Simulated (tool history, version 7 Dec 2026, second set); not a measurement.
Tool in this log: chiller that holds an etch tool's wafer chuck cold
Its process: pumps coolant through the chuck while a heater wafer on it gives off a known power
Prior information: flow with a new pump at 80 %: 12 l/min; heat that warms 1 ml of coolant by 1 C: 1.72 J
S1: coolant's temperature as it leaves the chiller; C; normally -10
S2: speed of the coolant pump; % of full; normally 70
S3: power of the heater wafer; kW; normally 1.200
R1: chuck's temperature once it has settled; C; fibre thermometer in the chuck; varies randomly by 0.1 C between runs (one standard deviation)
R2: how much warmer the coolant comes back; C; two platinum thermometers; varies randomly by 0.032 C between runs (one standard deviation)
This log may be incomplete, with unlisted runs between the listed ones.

{"run": 1, "hour": 0.0, "S1": -10, "S2": 70, "S3": 1.2, "R1": 4.3, "R2": 4.12}
{"run": 2, "hour": 53.6, "S1": -10, "S2": 70, "S3": 1.2, "R1": 4.2, "R2": 4.02}
{"run": 3, "hour": 77.9, "S1": -10, "S2": 70, "S3": 0.842, "R1": -0.3, "R2": 2.78}
{"run": 4, "hour": 112.3, "S1": -10, "S2": 70, "S3": 1.2, "R1": 4.1, "R2": 4.06}
{"run": 5, "hour": 147.1, "S1": -1, "S2": 70, "S3": 1.2, "R1": 13.1, "R2": 4.07}
{"run": 6, "hour": 191.3, "S1": -1, "S2": 70, "S3": 1.2, "R1": 13.2, "R2": 4.05}
{"run": 7, "hour": 240.7, "S1": -1, "S2": 70, "S3": 1.2, "R1": 13.3, "R2": 4.08}
{"run": 8, "hour": 271.2, "S1": -10, "S2": 70, "S3": 1.2, "R1": 4.2, "R2": 4.01}
{"run": 9, "hour": 313.1, "S1": -10, "S2": 70, "S3": 1.2, "R1": 4.1, "R2": 4.03}
{"run": 10, "hour": 341.3, "S1": -10, "S2": 67, "S3": 1.2, "R1": 4.6, "R2": 4.29}
{"run": 11, "hour": 389.4, "S1": -10, "S2": 67, "S3": 1.2, "R1": 4.7, "R2": 4.26}
{"run": 12, "hour": 421.3, "S1": -10, "S2": 67, "S3": 1.2, "R1": 4.7, "R2": 4.18}
{"run": 13, "hour": 472.1, "S1": -10, "S2": 67, "S3": 1.2, "R1": 4.6, "R2": 4.19}
{"run": 14, "hour": 507.2, "S1": -10, "S2": 67, "S3": 1.2, "R1": 4.8, "R2": 4.16}
{"run": 15, "hour": 537.2, "S1": -6, "S2": 67, "S3": 1.2, "R1": 8.5, "R2": 4.22}
{"run": 16, "hour": 560.5, "S1": -3, "S2": 70, "S3": 1.2, "R1": 11.2, "R2": 3.95}
{"run": 17, "hour": 611.4, "S1": -10, "S2": 87, "S3": 1.2, "R1": 2.2, "R2": 3.08}
{"run": 18, "hour": 662.3, "S1": -10, "S2": 87, "S3": 1.2, "R1": 2.2, "R2": 3.05}
{"run": 19, "hour": 685.1, "S1": -5, "S2": 63, "S3": 1.156, "R1": 9.9, "R2": 4.28}
{"run": 20, "hour": 739.6, "S1": -14, "S2": 70, "S3": 1.2, "R1": 0.3, "R2": 3.96}
{"run": 21, "hour": 782.0, "S1": -9, "S2": 70, "S3": 1.227, "R1": 5.4, "R2": 4.02}
{"run": 22, "hour": 818.0, "S1": -9, "S2": 70, "S3": 1.227, "R1": 5.5, "R2": 3.99}
{"run": 23, "hour": 847.0, "S1": -9, "S2": 70, "S3": 1.227, "R1": 5.4, "R2": 4.0}
{"run": 24, "hour": 876.4, "S1": -14, "S2": 70, "S3": 1.227, "R1": 0.6, "R2": 4.03}
{"run": 25, "hour": 922.9, "S1": -14, "S2": 70, "S3": 1.227, "R1": 0.8, "R2": 3.95}
{"run": 26, "hour": 974.1, "S1": -11, "S2": 87, "S3": 1.612, "R1": 5.3, "R2": 4.1}
{"run": 27, "hour": 1021.2, "S1": -18, "S2": 70, "S3": 1.143, "R1": -4.6, "R2": 3.72}
{"run": 28, "hour": 1074.4, "S1": -18, "S2": 70, "S3": 1.143, "R1": -4.6, "R2": 3.74}
{"run": 29, "hour": 1109.7, "S1": -18, "S2": 70, "S3": 1.143, "R1": -4.4, "R2": 3.65}
{"run": 30, "hour": 1162.9, "S1": -18, "S2": 70, "S3": 1.143, "R1": -4.4, "R2": 3.67}
{"run": 31, "hour": 1192.2, "S1": -18, "S2": 70, "S3": 1.143, "R1": -4.5, "R2": 3.66}

What if the next run were any one of these 4? Each begins from the tool's condition after run 31:
{"run": "A", "hour": 1224.8, "S1": -11, "S2": 70, "S3": 1.143, "R1": "?", "R2": "?"}
{"run": "B", "hour": 1224.8, "S1": -1, "S2": 67, "S3": 0.706, "R1": "?", "R2": "?"}
{"run": "C", "hour": 1224.8, "S1": -3, "S2": 70, "S3": 1.503, "R1": "?", "R2": "?"}
{"run": "D", "hour": 1224.8, "S1": -15, "S2": 64, "S3": 0.782, "R1": "?", "R2": "?"}

run=A R1=2.4 R2=3.73
run=B R1=7.7 R2=2.31
run=C R1=14.6 R2=4.86
run=D R1=-5.3 R2=2.74
The same runs, with their run-to-run variation unchanged, on a tool lacking any hidden condition would have given:
run=A R1=2.4 R2=3.93
run=B R1=7.7 R2=2.51
run=C R1=14.6 R2=5.07
run=D R1=-5.3 R2=2.95

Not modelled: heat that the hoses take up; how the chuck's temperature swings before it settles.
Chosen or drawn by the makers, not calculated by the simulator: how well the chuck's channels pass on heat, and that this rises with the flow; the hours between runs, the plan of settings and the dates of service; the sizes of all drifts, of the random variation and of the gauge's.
